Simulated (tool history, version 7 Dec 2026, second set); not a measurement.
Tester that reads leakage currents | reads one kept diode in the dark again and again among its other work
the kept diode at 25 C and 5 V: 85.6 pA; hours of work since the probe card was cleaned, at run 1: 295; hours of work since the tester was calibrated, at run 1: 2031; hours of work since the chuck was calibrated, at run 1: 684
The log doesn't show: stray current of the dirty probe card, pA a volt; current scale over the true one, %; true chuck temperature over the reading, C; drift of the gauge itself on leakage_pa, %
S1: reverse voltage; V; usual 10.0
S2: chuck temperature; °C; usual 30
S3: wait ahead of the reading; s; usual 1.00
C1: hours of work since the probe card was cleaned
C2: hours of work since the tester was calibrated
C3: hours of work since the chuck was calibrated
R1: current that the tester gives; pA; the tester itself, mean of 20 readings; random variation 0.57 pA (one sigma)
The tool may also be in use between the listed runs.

run	hour	S1	S2	S3	C1	C2	C3	R1
1	0.0	10.0	30	1.00	295	2031	684	179.22
2	95.8	10.0	30	1.00	356	2092	745	177.66
3	189.3	10.0	30	1.00	415	2151	804	177.41
4	237.2	10.0	30	1.00	445	2182	835	176.51
5	280.4	10.0	30	1.00	473	2209	862	175.56
6	352.0	10.0	30	1.00	518	2255	908	174.96
7	417.0	10.0	30	1.00	560	2296	949	174.24
8	486.6	10.0	35	1.00	604	2340	993	257.41
9	566.6	10.0	35	1.00	655	2391	1044	255.52
10	614.4	10.0	35	1.00	685	2421	1074	254.50
11	714.4	9.7	30	1.00	748	2485	1138	167.44
12	770.9	9.7	30	1.00	784	2521	1174	167.80
13	848.5	1.8	42	5.43	834	2570	1223	165.75
14	925.4	16.0	34	2.08	882	2619	1272	300.32
# hour 944.7: chuck's temperature calibrated
15	990.7	16.0	34	2.08	923	2659	29	337.58
16	1057.8	4.3	21	1.00	965	2702	72	57.39
17	1140.3	6.1	45	0.37	1018	2754	124	449.66
18	1189.8	1.4	56	1.40	1049	2786	156	432.34
19	1247.6	1.4	56	1.40	1086	2822	192	429.93
20	1319.8	1.4	24	0.44	1132	2868	238	38.91
21	1402.9	1.4	24	0.44	1184	2921	291	38.47
22	1484.7	1.5	31	3.20	1236	2973	343	69.71
23	1570.2	4.8	52	0.30	1291	3027	397	633.76
24	1630.4	1.1	43	0.61	1329	3065	436	146.58

Forecast each of these 3 alternatives for the next run:
A	1711.0	2.6	44	0.42	1380	3117	487	?
B	1711.0	4.4	30	9.34	1380	3117	487	?
C	1711.0	17.3	43	1.00	1380	3117	487	?

run	R1
A	252.59
B	115.72
C	672.99
Without the tool's hidden state the same runs would have given:
run	R1
A	263.52
B	120.09
C	698.17
